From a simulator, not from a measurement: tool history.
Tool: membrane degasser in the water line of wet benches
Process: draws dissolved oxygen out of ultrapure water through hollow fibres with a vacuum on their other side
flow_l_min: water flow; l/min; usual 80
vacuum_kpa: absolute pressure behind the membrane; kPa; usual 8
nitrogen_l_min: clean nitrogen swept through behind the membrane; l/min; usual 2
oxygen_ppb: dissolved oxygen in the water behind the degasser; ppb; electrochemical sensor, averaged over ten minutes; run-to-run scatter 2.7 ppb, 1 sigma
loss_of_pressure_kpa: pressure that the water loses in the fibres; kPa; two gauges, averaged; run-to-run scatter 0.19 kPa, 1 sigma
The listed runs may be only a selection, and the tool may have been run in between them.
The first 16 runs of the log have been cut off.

| run | hour | flow_l_min | vacuum_kpa | nitrogen_l_min | hours since the membrane was changed | hours since the vacuum gauge was calibrated | hours since the vacuum lines were made tight | oxygen_ppb | loss_of_pressure_kpa |
|---|---|---|---|---|---|---|---|---|---|
| 17 | 2018.2 | 80 | 8.07 | 2 | 7237 | 2978 | 4014 | 396.3 | 39.45 |
| 18 | 2115.9 | 77 | 11.25 | 2.26 | 7335 | 3076 | 4112 | 553.6 | 37.91 |
| 19 | 2187.9 | 77 | 11.25 | 2.26 | 7407 | 3148 | 4184 | 554.4 | 37.76 |
| 20 | 2331.5 | 86 | 8 | 1.19 | 7551 | 3292 | 4328 | 601 | 42.25 |
|  | 2386.5 | vacuum gauge calibrated |
| 21 | 2461.7 | 86 | 8 | 1.19 | 7680 | 75 | 4457 | 586.9 | 42.66 |
| 22 | 2535.5 | 48 | 16.77 | 5.18 | 7754 | 149 | 4531 | 289.3 | 23.49 |
| 23 | 2696.1 | 48 | 16.77 | 5.18 | 7915 | 310 | 4692 | 295.6 | 23.46 |
| 24 | 2828.5 | 48 | 16.77 | 5.18 | 8047 | 442 | 4824 | 298.3 | 23.55 |
| 25 | 2938 | 80 | 8 | 3.03 | 8157 | 552 | 4934 | 287.5 | 39.34 |
| 26 | 3025.3 | 80 | 12.21 | 2.29 | 8244 | 639 | 5021 | 631.3 | 40.07 |
| 27 | 3119.5 | 74 | 17.84 | 1.08 | 8338 | 733 | 5115 | 1544.3 | 36.52 |
| 28 | 3264.3 | 93 | 8 | 2.21 | 8483 | 878 | 5260 | 411.1 | 45.77 |
| 29 | 3348.6 | 51 | 8 | 0.94 | 8567 | 962 | 5344 | 465.8 | 25.39 |
| 30 | 3478.1 | 76 | 14.36 | 2 | 8697 | 1092 | 5474 | 807.4 | 37.94 |
| 31 | 3558.7 | 76 | 14.36 | 2 | 8777 | 1172 | 5554 | 805.7 | 37.86 |
| 32 | 3640.1 | 80 | 8 | 1.36 | 8859 | 1254 | 5636 | 512.5 | 39.55 |

Predict each of these 3 candidate next runs independently; none follows another, all start after run 32:
| A | 3800.6 | 80 | 8.92 | 2.1 | 9019 | 1414 | 5796 | ? | ? |
| B | 3800.6 | 80 | 5.98 | 2 | 9019 | 1414 | 5796 | ? | ? |
| C | 3800.6 | 82 | 8 | 3.16 | 9019 | 1414 | 5796 | ? | ? |

| run | oxygen_ppb | loss_of_pressure_kpa |
|---|---|---|
| A | 447.9 | 39.92 |
| B | 237.7 | 39.8 |
| C | 284.6 | 40.68 |
The same runs, with their run-to-run variation unchanged, on a tool lacking any hidden condition would have given:
| run | oxygen_ppb | loss_of_pressure_kpa |
|---|---|---|
| A | 447.6 | 39.03 |
| B | 237.4 | 38.91 |
| C | 284.3 | 39.76 |
